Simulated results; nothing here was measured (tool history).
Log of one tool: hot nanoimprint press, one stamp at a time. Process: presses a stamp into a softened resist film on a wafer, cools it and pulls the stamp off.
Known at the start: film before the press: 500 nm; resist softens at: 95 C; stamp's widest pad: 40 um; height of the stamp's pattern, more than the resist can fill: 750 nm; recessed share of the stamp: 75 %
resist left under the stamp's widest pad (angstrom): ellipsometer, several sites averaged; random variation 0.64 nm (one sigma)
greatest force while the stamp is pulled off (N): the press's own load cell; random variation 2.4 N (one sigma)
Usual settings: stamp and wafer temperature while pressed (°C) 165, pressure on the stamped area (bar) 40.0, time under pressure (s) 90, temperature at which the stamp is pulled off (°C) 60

run,day,stamp and wafer temperature while pressed (°C),pressure on the stamped area (bar),time under pressure (s),temperature at which the stamp is pulled off (°C),resist left under the stamp's widest pad (angstrom),greatest force while the stamp is pulled off (N)
1,0.000,165,40.0,90,60,2535,122
2,2.850,165,40.0,90,60,2534,140
# day 3.338: stamp cleaned and given a new release coat
3,5.975,165,40.0,90,60,2528,122
4,9.058,165,40.0,90,60,2522,128
5,11.567,165,40.0,90,60,2527,137
# day 12.254: stamp cleaned and given a new release coat
6,13.508,165,40.0,90,60,2509,111
# day 14.292: plate thermocouple calibrated
7,15.462,165,25.6,90,60,3010,118
8,18.279,165,25.6,90,60,2996,127
9,20.479,165,25.6,90,60,3000,136
# day 21.233: stamp cleaned and given a new release coat
10,23.646,165,25.6,90,60,2990,116
11,26.142,165,25.6,90,60,3002,125
12,27.567,156,40.0,90,60,3355,126
# day 29.000: plate thermocouple calibrated, once more
# day 30.362: stamp cleaned and given a new release coat
13,30.692,156,40.0,90,60,3449,107
14,33.317,156,40.0,90,60,3446,120
15,35.212,165,24.7,90,53,3116,127
16,36.788,165,24.7,90,53,3127,137

The next listed run, before its measurement:
17,38.167,158,24.7,111,53,?,?

{"run 17": {"resist left under the stamp's widest pad (angstrom)": 3600, "greatest force while the stamp is pulled off (N)": 133}}
Without the tool's hidden state the same run would have given resist left under the stamp's widest pad (angstrom) 3600, greatest force while the stamp is pulled off (N) 109.
